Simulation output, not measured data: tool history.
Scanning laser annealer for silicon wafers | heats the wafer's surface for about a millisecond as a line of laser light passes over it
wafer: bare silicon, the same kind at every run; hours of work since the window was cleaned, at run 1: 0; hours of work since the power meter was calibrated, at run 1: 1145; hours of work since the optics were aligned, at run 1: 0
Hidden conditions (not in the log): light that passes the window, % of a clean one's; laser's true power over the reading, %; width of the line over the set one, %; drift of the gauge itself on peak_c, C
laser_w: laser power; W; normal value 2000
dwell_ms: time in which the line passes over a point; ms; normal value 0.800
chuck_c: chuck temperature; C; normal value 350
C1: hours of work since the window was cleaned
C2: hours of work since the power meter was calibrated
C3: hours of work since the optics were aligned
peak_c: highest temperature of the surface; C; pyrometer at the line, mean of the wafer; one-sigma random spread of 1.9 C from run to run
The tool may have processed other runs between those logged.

run 1 hour=0.0 | laser_w=2000 dwell_ms=0.800 chuck_c=350 | C1=0 C2=1145 C3=0 | peak_c=1106
run 2 hour=69.7 | laser_w=2000 dwell_ms=0.800 chuck_c=350 | C1=32 C2=1177 C3=32 | peak_c=1108
run 3 hour=111.2 | laser_w=2000 dwell_ms=0.800 chuck_c=350 | C1=52 C2=1196 C3=52 | peak_c=1108
run 4 hour=144.0 | laser_w=2000 dwell_ms=0.800 chuck_c=355 | C1=67 C2=1212 C3=67 | peak_c=1110
run 5 hour=217.3 | laser_w=2000 dwell_ms=0.800 chuck_c=355 | C1=101 C2=1246 C3=101 | peak_c=1110
run 6 hour=259.1 | laser_w=2000 dwell_ms=0.800 chuck_c=355 | C1=121 C2=1265 C3=121 | peak_c=1109
run 7 hour=310.8 | laser_w=2000 dwell_ms=0.800 chuck_c=355 | C1=145 C2=1289 C3=145 | peak_c=1111
run 8 hour=373.2 | laser_w=1775 dwell_ms=0.800 chuck_c=350 | C1=174 C2=1318 C3=174 | peak_c=1017
run 9 hour=436.6 | laser_w=1775 dwell_ms=0.800 chuck_c=350 | C1=203 C2=1348 C3=203 | peak_c=1012
run 10 hour=491.6 | laser_w=1775 dwell_ms=0.800 chuck_c=350 | C1=229 C2=1374 C3=229 | peak_c=1012
run 11 hour=534.5 | laser_w=1775 dwell_ms=0.800 chuck_c=350 | C1=249 C2=1394 C3=249 | peak_c=1016
run 12 hour=570.2 | laser_w=1775 dwell_ms=0.800 chuck_c=350 | C1=266 C2=1410 C3=266 | peak_c=1014
run 13 hour=614.9 | laser_w=1775 dwell_ms=0.800 chuck_c=350 | C1=286 C2=1431 C3=286 | peak_c=1010
run 14 hour=680.0 | laser_w=1775 dwell_ms=0.728 chuck_c=323 | C1=317 C2=1461 C3=317 | peak_c=958
run 15 hour=747.6 | laser_w=1775 dwell_ms=0.728 chuck_c=323 | C1=348 C2=1493 C3=348 | peak_c=953
run 16 hour=813.3 | laser_w=1751 dwell_ms=0.565 chuck_c=323 | C1=379 C2=1523 C3=379 | peak_c=884
run 17 hour=878.1 | laser_w=1792 dwell_ms=0.711 chuck_c=323 | C1=409 C2=1554 C3=409 | peak_c=955
run 18 hour=946.7 | laser_w=1792 dwell_ms=0.887 chuck_c=323 | C1=441 C2=1586 C3=441 | peak_c=1016
run 19 hour=1006.7 | laser_w=1799 dwell_ms=0.929 chuck_c=347 | C1=469 C2=1613 C3=469 | peak_c=1053
run 20 hour=1048.7 | laser_w=1799 dwell_ms=0.929 chuck_c=347 | C1=488 C2=1633 C3=488 | peak_c=1056
run 21 hour=1086.8 | laser_w=1799 dwell_ms=0.929 chuck_c=347 | C1=506 C2=1651 C3=506 | peak_c=1056
-- hour=1130.5 window over the wafer cleaned
run 22 hour=1135.8 | laser_w=1799 dwell_ms=0.929 chuck_c=347 | C1=2 C2=1673 C3=528 | peak_c=1064
run 23 hour=1187.5 | laser_w=1918 dwell_ms=0.760 chuck_c=333 | C1=27 C2=1697 C3=552 | peak_c=1035
run 24 hour=1250.5 | laser_w=2000 dwell_ms=0.562 chuck_c=350 | C1=56 C2=1726 C3=581 | peak_c=996
run 25 hour=1281.8 | laser_w=1847 dwell_ms=0.683 chuck_c=328 | C1=70 C2=1741 C3=596 | peak_c=974

Branching from run 25: 4 alternative next runs. What would each branch give?
run A hour=1353.0 | laser_w=2015 dwell_ms=0.891 chuck_c=359 | C1=104 C2=1774 C3=629 | peak_c=?
run B hour=1353.0 | laser_w=1726 dwell_ms=0.683 chuck_c=382 | C1=104 C2=1774 C3=629 | peak_c=?
run C hour=1353.0 | laser_w=1847 dwell_ms=0.683 chuck_c=376 | C1=104 C2=1774 C3=629 | peak_c=?
run D hour=1353.0 | laser_w=2000 dwell_ms=0.821 chuck_c=334 | C1=104 C2=1774 C3=629 | peak_c=?

run=A peak_c=1149
run=B peak_c=982
run=C peak_c=1017
run=D peak_c=1089
Without the tool's hidden state the same runs would have given:
run=A peak_c=1163
run=B peak_c=992
run=C peak_c=1029
run=D peak_c=1102

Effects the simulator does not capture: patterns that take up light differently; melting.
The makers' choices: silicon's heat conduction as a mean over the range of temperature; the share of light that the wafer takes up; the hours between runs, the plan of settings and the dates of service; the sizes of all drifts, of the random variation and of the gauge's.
